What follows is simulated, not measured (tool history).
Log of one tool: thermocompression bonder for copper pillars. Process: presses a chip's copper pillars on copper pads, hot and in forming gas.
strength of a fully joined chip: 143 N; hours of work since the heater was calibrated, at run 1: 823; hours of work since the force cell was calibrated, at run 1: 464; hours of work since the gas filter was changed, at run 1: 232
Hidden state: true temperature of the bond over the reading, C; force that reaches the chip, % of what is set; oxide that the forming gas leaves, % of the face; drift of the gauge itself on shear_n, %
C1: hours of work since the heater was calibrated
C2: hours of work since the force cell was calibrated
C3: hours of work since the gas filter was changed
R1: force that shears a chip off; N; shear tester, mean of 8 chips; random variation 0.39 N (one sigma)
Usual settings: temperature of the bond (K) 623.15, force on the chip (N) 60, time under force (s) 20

Run 1, hour 0.0: usual settings; C1 823; C2 464; C3 232. Result: R1 80.8 N.
Run 2, hour 17.4: usual settings; C1 833; C2 473; C3 241. Result: R1 81.7 N.
Run 3, hour 30.4: usual settings but time under force (s) 27; C1 840; C2 480; C3 248. Result: R1 88.5 N.
Run 4, hour 52.7: usual settings but time under force (s) 27; C1 852; C2 492; C3 261. Result: R1 89.4 N.
Run 5, hour 76.7: usual settings but time under force (s) 27; C1 865; C2 506; C3 274. Result: R1 88.2 N.
Run 6, hour 93.0: usual settings but time under force (s) 27; C1 874; C2 515; C3 283. Result: R1 89.2 N.
Run 7, hour 110.6: usual settings but time under force (s) 14; C1 884; C2 524; C3 292. Result: R1 72.3 N.
Run 8, hour 131.9: usual settings but time under force (s) 14; C1 896; C2 536; C3 304. Result: R1 72.0 N.
Run 9, hour 148.9: usual settings but time under force (s) 14; C1 905; C2 545; C3 313. Result: R1 71.0 N.
Run 10, hour 161.2: usual settings; C1 912; C2 552; C3 320. Result: R1 80.4 N.
Run 11, hour 187.3: usual settings; C1 926; C2 566; C3 335. Result: R1 81.1 N.
Run 12, hour 202.4: usual settings; C1 934; C2 575; C3 343. Result: R1 80.2 N.
Run 13, hour 231.2: usual settings; C1 950; C2 590; C3 359. Result: R1 80.8 N.
Run 14, hour 252.8: usual settings; C1 962; C2 602; C3 371. Result: R1 81.0 N.
Run 15, hour 280.6: usual settings; C1 977; C2 618; C3 386. Result: R1 80.0 N.
Run 16, hour 297.3: usual settings but force on the chip (N) 87; C1 986; C2 627; C3 395. Result: R1 95.5 N.
Run 17, hour 314.1: usual settings but force on the chip (N) 87; C1 996; C2 636; C3 404. Result: R1 96.4 N.
Run 18, hour 340.6: usual settings; C1 1010; C2 651; C3 419. Result: R1 80.7 N.
Run 19, hour 354.3: usual settings; C1 1018; C2 658; C3 426. Result: R1 79.9 N.
Run 20, hour 372.2: usual settings; C1 1027; C2 668; C3 436. Result: R1 79.8 N.
Run 21, hour 390.2: usual settings; C1 1037; C2 678; C3 446. Result: R1 79.0 N.
Run 22, hour 404.3: usual settings; C1 1045; C2 686; C3 454. Result: R1 80.3 N.
At hour 416.4: forming gas filter changed.
Run 23, hour 426.4: usual settings; C1 1057; C2 697; C3 5. Result: R1 83.7 N.
Run 24, hour 443.0: usual settings; C1 1066; C2 706; C3 15. Result: R1 83.9 N.
Run 25, hour 469.2: usual settings but temperature of the bond (K) 627.15, force on the chip (N) 68, time under force (s) 28; C1 1080; C2 721; C3 29. Result: R1 100.7 N.
Run 26, hour 487.7: usual settings but temperature of the bond (K) 627.15, force on the chip (N) 68, time under force (s) 28; C1 1091; C2 731; C3 39. Result: R1 100.6 N.
Run 27, hour 510.0: usual settings but time under force (s) 10; C1 1103; C2 743; C3 51. Result: R1 65.9 N.
Run 28, hour 531.3: usual settings but temperature of the bond (K) 604.15, force on the chip (N) 73; C1 1115; C2 755; C3 63. Result: R1 79.5 N.
Run 29, hour 545.3: usual settings but temperature of the bond (K) 604.15, force on the chip (N) 73; C1 1122; C2 763; C3 71. Result: R1 79.4 N.
Run 30, hour 568.2: usual settings but force on the chip (N) 36; C1 1135; C2 775; C3 83. Result: R1 61.3 N.
Run 31, hour 587.6: usual settings but force on the chip (N) 37, time under force (s) 15; C1 1145; C2 786; C3 94. Result: R1 56.1 N.
Run 32, hour 601.6: usual settings but force on the chip (N) 37, time under force (s) 16; C1 1153; C2 794; C3 102. Result: R1 57.6 N.
Run 33, hour 618.4: usual settings but force on the chip (N) 69, time under force (s) 16; C1 1162; C2 803; C3 111. Result: R1 82.7 N.
Run 34, hour 644.7: usual settings but temperature of the bond (K) 644.15, force on the chip (N) 74, time under force (s) 46; C1 1177; C2 817; C3 125. Result: R1 123.8 N.
Run 35, hour 663.2: usual settings but temperature of the bond (K) 616.15, force on the chip (N) 48, time under force (s) 35; C1 1187; C2 827; C3 135. Result: R1 81.9 N.
Run 36, hour 679.9: usual settings but temperature of the bond (K) 616.15, force on the chip (N) 48, time under force (s) 35; C1 1196; C2 837; C3 145. Result: R1 82.5 N.
Run 37, hour 696.8: usual settings but temperature of the bond (K) 602.15, force on the chip (N) 86, time under force (s) 12; C1 1205; C2 846; C3 154. Result: R1 72.5 N.
Run 38, hour 713.4: usual settings but temperature of the bond (K) 602.15, force on the chip (N) 86, time under force (s) 12; C1 1215; C2 855; C3 163. Result: R1 72.2 N.
Run 39, hour 740.5: usual settings but temperature of the bond (K) 614.15, force on the chip (N) 58, time under force (s) 44; C1 1229; C2 870; C3 178. Result: R1 95.8 N.
Run 40, hour 754.0: usual settings but temperature of the bond (K) 612.15, force on the chip (N) 58, time under force (s) 21; C1 1237; C2 877; C3 185. Result: R1 75.3 N.
Run 41, hour 775.6: usual settings but temperature of the bond (K) 643.15, force on the chip (N) 37; C1 1249; C2 889; C3 197. Result: R1 72.7 N.

Hidden state or all else? Some run-to-run changes of R1, split into what the settings, what came in and random variation would give without the hidden state, and what is left for the hidden state (with any gauge scatter that isn't in both results):
Run 22 -> 23: forming gas filter changed. R1 +3.4 N: hidden state +3.5, all else -0.1.
Run 26 -> 27: temperature of the bond (K) 627.15 -> 623.15, force on the chip (N) 68 -> 60, time under force (s) 28 -> 10. R1 -34.7 N: hidden state -0.2, all else -34.5.
Run 33 -> 34: temperature of the bond (K) 623.15 -> 644.15, force on the chip (N) 69 -> 74, time under force (s) 16 -> 46. R1 +41.1 N: hidden state -1.4, all else +42.5.
Run 34 -> 35: temperature of the bond (K) 644.15 -> 616.15, force on the chip (N) 74 -> 48, time under force (s) 46 -> 35. R1 -41.9 N: hidden state +1.5, all else -43.4.
